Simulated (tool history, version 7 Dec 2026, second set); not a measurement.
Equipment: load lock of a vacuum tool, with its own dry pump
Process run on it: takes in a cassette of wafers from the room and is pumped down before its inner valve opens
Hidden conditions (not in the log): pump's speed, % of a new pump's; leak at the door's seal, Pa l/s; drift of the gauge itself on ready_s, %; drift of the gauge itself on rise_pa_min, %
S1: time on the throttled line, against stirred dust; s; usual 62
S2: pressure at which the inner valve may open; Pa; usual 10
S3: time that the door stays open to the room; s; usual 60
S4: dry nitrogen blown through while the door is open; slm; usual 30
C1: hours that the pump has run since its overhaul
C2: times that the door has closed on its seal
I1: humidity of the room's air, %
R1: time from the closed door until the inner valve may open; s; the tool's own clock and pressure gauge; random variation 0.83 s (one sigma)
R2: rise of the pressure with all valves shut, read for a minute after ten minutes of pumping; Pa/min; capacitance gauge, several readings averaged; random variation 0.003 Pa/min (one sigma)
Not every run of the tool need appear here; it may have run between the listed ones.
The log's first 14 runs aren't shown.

Run 15, day 162.908: usual settings but S1 90 s; C1 13128; C2 27821; I1 46.5. Result: R1 159.6 s, R2 0.184 Pa/min.
Run 16, day 174.292: usual settings; C1 13402; C2 28451; I1 46. Result: R1 138.3 s, R2 0.19 Pa/min.
Run 17, day 189.842: usual settings; C1 13775; C2 29313; I1 44. Result: R1 138.7 s, R2 0.19 Pa/min.
Run 18, day 197.538: usual settings; C1 13960; C2 29739; I1 42.8. Result: R1 138 s, R2 0.19 Pa/min.
Run 19, day 210.65: usual settings but S2 11 Pa; C1 14274; C2 30466; I1 46.7. Result: R1 137.9 s, R2 0.205 Pa/min.
Run 20, day 225.442: usual settings but S1 102 s, S3 151 s; C1 14629; C2 31285; I1 46. Result: R1 170.5 s, R2 0.222 Pa/min.
Run 21, day 240.896: usual settings but S1 102 s, S3 151 s; C1 15000; C2 32142; I1 45.6. Result: R1 171.5 s, R2 0.225 Pa/min.
Run 22, day 254.258: usual settings but S1 102 s, S3 151 s; C1 15321; C2 32882; I1 43.2. Result: R1 169.9 s, R2 0.23 Pa/min.
Run 23, day 263.704: usual settings but S1 38 s, S2 9 Pa, S3 30 s, S4 5 slm; C1 15548; C2 33405; I1 44.2. Result: R1 121.6 s, R2 0.246 Pa/min.
Run 24, day 279.271: usual settings but S1 38 s, S2 9 Pa, S3 30 s, S4 5 slm; C1 15921; C2 34268; I1 44.4. Result: R1 123.7 s, R2 0.253 Pa/min.
Run 25, day 290.058: usual settings but S1 38 s, S2 9 Pa, S3 33 s, S4 12 slm; C1 16180; C2 34865; I1 45.4. Result: R1 122.5 s, R2 0.254 Pa/min.
Run 26, day 299.379: usual settings but S1 84 s, S2 7 Pa, S3 83 s; C1 16404; C2 35382; I1 45.9. Result: R1 159.8 s, R2 0.253 Pa/min.
Run 27, day 315.017: usual settings but S1 84 s, S2 7 Pa, S3 83 s; C1 16779; C2 36248; I1 45.6. Result: R1 161.7 s, R2 0.263 Pa/min.
Run 28, day 325.017: usual settings but S3 230 s; C1 17019; C2 36802; I1 47.3. Result: R1 140.3 s, R2 0.283 Pa/min.
Run 29, day 342.15: usual settings but S1 47 s, S3 53 s, S4 33 slm; C1 17430; C2 37751; I1 44.1. Result: R1 129.6 s, R2 0.272 Pa/min.
Run 30, day 357.979: usual settings but S2 16 Pa, S3 35 s; C1 17810; C2 38629; I1 42.3. Result: R1 135.9 s, R2 0.285 Pa/min.
Run 31, day 375.046: usual settings but S1 49 s, S3 144 s, S4 12 slm; C1 18220; C2 39574; I1 44. Result: R1 132.3 s, R2 0.319 Pa/min.
Run 32, day 386.625: usual settings but S1 49 s, S3 199 s, S4 12 slm; C1 18498; C2 40216; I1 41.5. Result: R1 131.9 s, R2 0.335 Pa/min.
Run 33, day 402.708: usual settings but S1 49 s, S3 100 s, S4 6 slm; C1 18884; C2 41107; I1 46.3. Result: R1 131.1 s, R2 0.348 Pa/min.
Run 34, day 411.183: usual settings but S4 20 slm; C1 19087; C2 41576; I1 44.3. Result: R1 140.7 s, R2 0.332 Pa/min.
At day 420.267: door's seal changed, seat wiped.
Run 35, day 425.779: usual settings but S4 20 slm; C1 19436; C2 305; I1 41.7. Result: R1 142.2 s, R2 0.03 Pa/min.

Each row is a separate what-if for the run after 35, all from the same tool condition, not one after another. Results?
Run A, day 441.329: usual settings but S2 9 Pa, S3 112 s, S4 24 slm; C1 19809; C2 1167; I1 41.6. Result: R1 ?, R2 ?.
Run B, day 441.329: usual settings but S2 8 Pa; C1 19809; C2 1167; I1 45.7. Result: R1 ?, R2 ?.
Run C, day 441.329: usual settings but S2 16 Pa, S4 7 slm; C1 19809; C2 1167; I1 44.5. Result: R1 ?, R2 ?.
Run D, day 441.329: usual settings but S1 35 s, S4 6 slm; C1 19809; C2 1167; I1 40.7. Result: R1 ?, R2 ?.

run     R1     R2
  A  143.6  0.033
  B  144.5  0.027
  C  137.7  0.056
  D  122.3   0.05
Stripped of hidden state, with their random variation kept, the same runs would have yielded:
run     R1     R2
  A  130.4   0.03
  B  131.1  0.024
  C  125.5  0.053
  D  108.4  0.047

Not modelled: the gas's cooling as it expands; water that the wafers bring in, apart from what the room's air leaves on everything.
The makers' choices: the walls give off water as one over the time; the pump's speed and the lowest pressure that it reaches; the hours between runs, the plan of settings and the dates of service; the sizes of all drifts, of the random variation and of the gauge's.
